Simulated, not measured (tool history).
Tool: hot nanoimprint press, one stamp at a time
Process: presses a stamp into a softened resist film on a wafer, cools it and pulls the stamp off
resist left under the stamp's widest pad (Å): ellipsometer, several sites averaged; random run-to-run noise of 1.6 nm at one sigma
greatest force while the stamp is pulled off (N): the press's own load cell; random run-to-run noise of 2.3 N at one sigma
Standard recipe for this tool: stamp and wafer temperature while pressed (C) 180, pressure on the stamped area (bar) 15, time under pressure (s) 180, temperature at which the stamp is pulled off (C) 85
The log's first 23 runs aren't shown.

run	hour	stamp and wafer temperature while pressed (C)	pressure on the stamped area (bar)	time under pressure (s)	temperature at which the stamp is pulled off (C)	resist left under the stamp's widest pad (Å)	greatest force while the stamp is pulled off (N)
24	424	180	15.5	155	88	3878	105
25	439.9	180	15.5	155	88	3878	102
26	450.2	192	15	224	85	1865	105
27	469.9	192	15	224	85	1860	105
28	485.8	169	23.4	95	83	5739	102
29	507.4	169	23.4	95	83	5763	107
30	525.6	180	15	180	70	3704	112
31	544.3	180	15	180	83	3713	106

Consider 3 possible next runs. They are alternatives, not a sequence: every one starts from the tool as it was left by run 31. What does each give?
A	559.9	181	15	280	71	?	?
B	559.9	180	14.2	170	79	?	?
C	559.9	172	15	180	80	?	?

run	resist left under the stamp's widest pad (Å)	greatest force while the stamp is pulled off (N)
A	2984	116
B	3831	108
C	5130	107
The same runs, with their run-to-run variation unchanged, on a tool lacking any hidden condition would have given:
run	resist left under the stamp's widest pad (Å)	greatest force while the stamp is pulled off (N)
A	3065	115
B	3934	108
C	5267	107
